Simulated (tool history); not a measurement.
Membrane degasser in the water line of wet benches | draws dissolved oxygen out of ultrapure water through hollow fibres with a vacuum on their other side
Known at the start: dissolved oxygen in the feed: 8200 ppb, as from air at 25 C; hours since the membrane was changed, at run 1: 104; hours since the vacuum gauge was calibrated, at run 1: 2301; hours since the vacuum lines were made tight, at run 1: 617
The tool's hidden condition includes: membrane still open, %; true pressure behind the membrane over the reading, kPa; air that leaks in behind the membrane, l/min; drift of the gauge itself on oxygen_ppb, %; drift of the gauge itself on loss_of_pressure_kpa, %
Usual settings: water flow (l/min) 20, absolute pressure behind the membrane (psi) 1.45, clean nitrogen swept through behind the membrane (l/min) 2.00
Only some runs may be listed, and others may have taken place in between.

run   hour  water flow (l/min)  absolute pressure behind the membrane (psi)  clean nitrogen swept through behind the membrane (l/min)  hours since the membrane was changed  hours since the vacuum gauge was calibrated  hours since the vacuum lines were made tight  dissolved oxygen in the water behind the degasser (ppb)  pressure that the water loses in the fibres (psi)
  1    0.0                  20                                         1.45                                                      2.00                                   104                                         2301                                           617                                                    488.0                                              7.604
  2   22.8                  20                                         1.45                                                      2.00                                   127                                         2323                                           640                                                    469.8                                              7.671
  3   55.5                  20                                         1.45                                                      2.00                                   159                                         2356                                           673                                                    482.3                                              7.691
  4   80.8                  20                                         1.45                                                      2.00                                   185                                         2381                                           698                                                    474.3                                              7.630
  5  112.3                  20                                         1.45                                                      2.00                                   216                                         2413                                           730                                                    475.6                                              7.703
  6  131.9                  22                                         1.45                                                      1.31                                   236                                         2432                                           749                                                    619.4                                              8.421
  7  163.1                  22                                         1.45                                                      1.31                                   267                                         2464                                           780                                                    613.6                                              8.403
  8  196.3                  22                                         1.44                                                      2.06                                   300                                         2497                                           814                                                    536.6                                              8.425
  9  231.8                  14                                         1.28                                                      2.11                                   336                                         2532                                           849                                                    281.0                                              5.387
 10  270.2                  14                                         3.07                                                      2.11                                   374                                         2571                                           888                                                    456.5                                              5.356

Results for each run, recomputed without the tool's hidden state and with each run's random variation untouched:
run  dissolved oxygen in the water behind the degasser (ppb)
  1                                                    485.3
  2                                                    467.1
  3                                                    479.4
  4                                                    471.2
  5                                                    472.3
  6                                                    614.8
  7                                                    608.8
  8                                                    532.5
  9                                                    278.0
 10                                                    452.6
pressure that the water loses in the fibres (psi): within 0.013 of the measured result in every run.

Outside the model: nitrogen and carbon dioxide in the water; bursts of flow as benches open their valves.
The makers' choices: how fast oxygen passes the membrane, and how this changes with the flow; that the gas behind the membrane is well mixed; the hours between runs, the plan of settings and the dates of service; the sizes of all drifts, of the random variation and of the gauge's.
